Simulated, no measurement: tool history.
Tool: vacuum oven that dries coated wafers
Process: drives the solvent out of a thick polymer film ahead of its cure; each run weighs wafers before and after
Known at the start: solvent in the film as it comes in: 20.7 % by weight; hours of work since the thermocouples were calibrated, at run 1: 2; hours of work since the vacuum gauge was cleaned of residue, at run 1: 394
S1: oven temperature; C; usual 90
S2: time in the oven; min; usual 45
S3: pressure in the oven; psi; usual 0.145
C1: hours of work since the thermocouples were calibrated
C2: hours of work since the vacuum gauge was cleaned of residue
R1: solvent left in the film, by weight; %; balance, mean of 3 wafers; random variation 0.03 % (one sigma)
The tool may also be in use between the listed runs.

run,hour,S1,S2,S3,C1,C2,R1
1,0,90,45,0.145,2,394,2.64
2,21.8,90,45,0.145,18,410,2.59
3,43.6,90,45,0.145,33,425,2.64
4,60.9,90,45,0.145,46,437,2.64
5,87.5,90,45,0.145,65,456,2.68
6,114,90,45,0.145,83,475,2.66
7,150.8,90,45,0.157,109,501,2.76
8,186.7,90,45,0.145,135,527,2.62
9,220.9,90,45,0.145,159,551,2.61
10,254.9,90,45,0.145,183,575,2.63
11,290.6,90,45,0.145,209,600,2.64
12,323.8,90,45,0.145,232,624,2.64
13,348.1,90,45,0.145,249,641,2.63
14,381.5,90,45,0.145,273,665,2.63
15,419.6,90,45,0.145,300,692,2.65
16,448.7,90,45,0.145,321,713,2.67
17,487,90,45,0.379,348,740,3.53
18,519.9,90,45,0.379,371,763,3.48
19,541.2,90,36,0.145,386,778,3.62
20,574.4,85,45,0.145,410,802,3.82
21,612.7,90,45,0.145,437,829,2.61
22,631.3,90,45,0.145,450,842,2.69
23,653.7,90,45,0.145,466,858,2.59
24,674.3,90,45,0.145,481,873,2.67
25,693.9,90,45,0.145,495,887,2.62
26,717.8,99,37,0.151,512,903,1.63
27,755,85,79,0.274,538,930,2.28
28,787,97,34,0.16,561,953,2.38
29,804.2,91,32,0.145,573,965,4.04
30,826,99,51,0.225,589,980,1.1
31,842.2,96,59,0.145,600,992,0.93
32,881,104,32,0.202,628,1019,1.48
33,909.8,99,56,0.145,648,1040,0.74
34,948.8,100,56,0.487,676,1067,1.67
35,971.5,100,56,0.203,692,1083,0.87
36,1002.9,100,56,0.203,714,1106,0.82
37,1029.5,90,67,0.164,733,1125,1.42
38,1045.4,91,51,0.257,744,1136,2.38
# hour 1063.6: oven's thermocouples calibrated
39,1080.8,91,27,0.086,12,1160,4.85
40,1101.2,100,61,0.193,27,1174,0.69
41,1118.5,100,61,0.193,39,1186,0.7
42,1141.4,100,61,0.193,55,1203,0.71
43,1159.3,93,45,0.254,68,1215,2.31
44,1177,93,45,0.254,80,1228,2.34
45,1208.2,98,74,0.351,103,1250,1.16
46,1236.2,90,30,0.548,123,1270,5.93
47,1266.3,90,30,0.548,144,1291,6.02
48,1297.5,93,72,0.145,166,1313,0.89

Forecast each of these 3 alternatives for the next run:
A,1325.9,97,72,0.145,186,1334,?
B,1325.9,93,72,0.158,186,1334,?
C,1325.9,103,72,0.145,186,1334,?

run,R1
A,0.6
B,0.93
C,0.44
Without the tool's hidden state the same runs would have given:
run,R1
A,0.59
B,0.92
C,0.43
